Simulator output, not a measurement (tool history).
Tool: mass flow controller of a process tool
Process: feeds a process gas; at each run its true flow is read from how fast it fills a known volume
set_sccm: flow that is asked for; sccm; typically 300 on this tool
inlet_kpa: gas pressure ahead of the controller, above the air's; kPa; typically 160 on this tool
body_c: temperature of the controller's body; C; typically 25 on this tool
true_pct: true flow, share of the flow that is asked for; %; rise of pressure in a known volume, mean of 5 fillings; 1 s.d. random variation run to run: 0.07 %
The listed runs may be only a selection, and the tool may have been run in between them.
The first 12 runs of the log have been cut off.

run,hour,set_sccm,inlet_kpa,body_c,true_pct
13,3760.1,300,160,25,102.11
14,4198.5,300,160,25,102.22
15,4584.8,300,160,25,102.27
# hour 4765.2: controller's zero set anew
16,5064,300,160,25,103.02
17,5333.4,300,168,25,103.22
18,5792,300,168,25,103.25
19,6080.2,131,168,25,106.22
20,6443.2,300,160,25,103.54
# hour 6807.2: controller's zero set anew, once more
21,6900.7,300,160,25,100.79
22,7264.2,300,160,25,100.87
23,7593.8,300,160,25,101.03

What will run 24 give?
24,7864,300,160,25,?

{"run 24": {"true_pct": 101.06}}
With no hidden state in the tool, this same run would have given true_pct 98.95 %.
